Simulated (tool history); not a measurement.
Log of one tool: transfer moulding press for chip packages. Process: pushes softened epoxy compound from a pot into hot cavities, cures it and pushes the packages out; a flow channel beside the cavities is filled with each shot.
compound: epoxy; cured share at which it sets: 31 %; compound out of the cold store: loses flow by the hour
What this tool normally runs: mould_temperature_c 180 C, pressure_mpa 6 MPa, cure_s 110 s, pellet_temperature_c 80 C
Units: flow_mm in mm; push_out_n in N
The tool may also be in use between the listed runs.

run,hour,mould_temperature_c,pressure_mpa,cure_s,pellet_temperature_c,incoming compound's hours out of the cold store,flow_mm,push_out_n
1,0,180,6,110,80,45.8,743,867
2,17.7,180,6,110,80,46.5,752,880
# hour 28.5: plunger's sealing rings changed
# hour 30: cavities cleaned with cleaning compound and waxed
3,37.5,180,6,110,80,19.8,948,484
4,48.9,180,6,110,80,9.6,951,562
5,69.1,180,6,149,80,26.3,897,548
6,88.6,180,6,149,80,17.9,933,610
7,110.3,180,6,149,80,11.3,939,628
8,126.3,180,6,149,80,37.9,874,718
9,150.3,180,6,149,80,29.6,874,756
10,169.7,180,6,110,89,32.4,884,894
# hour 184: cavities cleaned with cleaning compound and waxed
11,184.3,181,6,110,80,19.1,906,415
12,206.1,181,6,110,80,37.6,863,547
13,229.4,180,5.45,110,80,15.8,875,683
14,246.1,180,5.45,110,80,8.5,871,720
15,269,180,6.49,95,81,37.8,885,985
16,295.4,180,6.49,95,81,32.5,903,1040
17,307.4,180,6.85,97,81,45.6,899,1005
18,326,175,5.61,98,71,42.2,841,1515
# hour 338.7: cavities cleaned with cleaning compound and waxed
19,348.3,175,5.61,98,71,31.5,867,832
20,369.9,175,5.61,98,71,30.6,869,1032
21,385.2,180,4.81,110,90,14.4,800,659
22,410,184,6,111,80,35.4,832,679
23,429,184,6,111,80,14.4,877,734
24,444.2,187,4.92,123,79,40.3,728,678
25,462.9,187,4.92,123,79,33.8,738,756
26,475.3,180,4.58,149,85,34.1,730,742
27,489.2,180,6,99,89,21,872,1053
# hour 492.3: cavities cleaned with cleaning compound and waxed
28,508.7,180,6,104,71,32.1,844,580

Here are 5 independent what-if runs from the current tool condition. What would each one return?
A,521.2,178,5.21,145,71,43.9,?,?
B,521.2,185,5.93,110,76,26.5,?,?
C,521.2,180,6,127,71,41,?,?
D,521.2,180,6,141,71,44.9,?,?
E,521.2,180,7.12,110,80,35,?,?

run,flow_mm,push_out_n
A,775,531
B,837,535
C,837,523
D,830,519
E,910,599
What these runs would have given with no unlogged condition in the tool:
run,flow_mm,push_out_n
A,826,385
B,892,390
C,893,379
D,885,373
E,971,441
